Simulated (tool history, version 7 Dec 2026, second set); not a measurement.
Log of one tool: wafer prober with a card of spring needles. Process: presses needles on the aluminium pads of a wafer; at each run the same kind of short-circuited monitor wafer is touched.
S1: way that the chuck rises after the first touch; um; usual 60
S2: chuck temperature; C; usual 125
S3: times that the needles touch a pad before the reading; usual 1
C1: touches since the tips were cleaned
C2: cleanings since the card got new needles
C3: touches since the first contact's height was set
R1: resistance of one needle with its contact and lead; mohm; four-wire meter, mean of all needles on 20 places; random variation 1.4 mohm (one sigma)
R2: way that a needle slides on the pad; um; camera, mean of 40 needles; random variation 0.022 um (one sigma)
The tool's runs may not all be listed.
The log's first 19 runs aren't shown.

Run 20, hour 137.1: usual settings but S1 80 um, S2 92 C, S3 3; C1 4895; C2 15; C3 107811. Result: R1 135 mohm, R2 19.14 um.
At hour 141.5: tips cleaned on abrasive film.
Run 21, hour 141.8: usual settings but S1 45 um; C1 101; C2 16; C3 109375. Result: R1 148 mohm, R2 10.66 um.
Run 22, hour 146.1: usual settings but S1 68 um, S2 104 C, S3 3; C1 1555; C2 16; C3 110829. Result: R1 131 mohm, R2 16.19 um.
Run 23, hour 152.1: usual settings but S1 54 um, S2 84 C, S3 3; C1 3581; C2 16; C3 112855. Result: R1 150 mohm, R2 12.82 um.
Run 24, hour 157.3: usual settings but S1 51 um, S2 90 C, S3 2; C1 5364; C2 16; C3 114638. Result: R1 196 mohm, R2 12.08 um.
At hour 160.3: tips cleaned on abrasive film.
At hour 166.4: height of the first contact set anew.
Run 25, hour 166.7: usual settings but S1 79 um; C1 2052; C2 17; C3 93. Result: R1 149 mohm, R2 19.05 um.
Run 26, hour 171.6: usual settings but S1 79 um; C1 3699; C2 17; C3 1740. Result: R1 163 mohm, R2 19.04 um.
At hour 179.4: tips cleaned on abrasive film.
Run 27, hour 179.4: usual settings but S1 79 um, S3 2; C1 0; C2 18; C3 4358. Result: R1 120 mohm, R2 19.06 um.
Run 28, hour 185.1: usual settings but S1 73 um, S2 54 C; C1 1929; C2 18; C3 6287. Result: R1 147 mohm, R2 17.59 um.
Run 29, hour 192.2: usual settings but S1 42 um, S3 3; C1 4323; C2 18; C3 8681. Result: R1 186 mohm, R2 10.15 um.
At hour 198.4: tips cleaned on abrasive film.
Run 30, hour 199.1: usual settings but S1 49 um; C1 258; C2 19; C3 11007. Result: R1 153 mohm, R2 11.79 um.
Run 31, hour 207.5: usual settings but S1 68 um; C1 3089; C2 19; C3 13838. Result: R1 172 mohm, R2 16.38 um.

4 ways to go on from here, each from the tool as it stands after run 31. What would each give?
Run A, hour 216.9: usual settings but S1 51 um; C1 6284; C2 19; C3 17033. Result: R1 ?, R2 ?.
Run B, hour 216.9: usual settings but S1 58 um; C1 6284; C2 19; C3 17033. Result: R1 ?, R2 ?.
Run C, hour 216.9: usual settings but S1 41 um, S3 3; C1 6284; C2 19; C3 17033. Result: R1 ?, R2 ?.
Run D, hour 216.9: usual settings but S1 68 um, S2 29 C; C1 6284; C2 19; C3 17033. Result: R1 ?, R2 ?.

run   R1     R2
  A  255  12.32
  B  223  13.98
  C  201    9.9
  D  192  16.36
Without the tool's hidden state the same runs would have given:
run   R1     R2
  A  129  12.34
  B  124     14
  C  133   9.92
  D  105  16.38
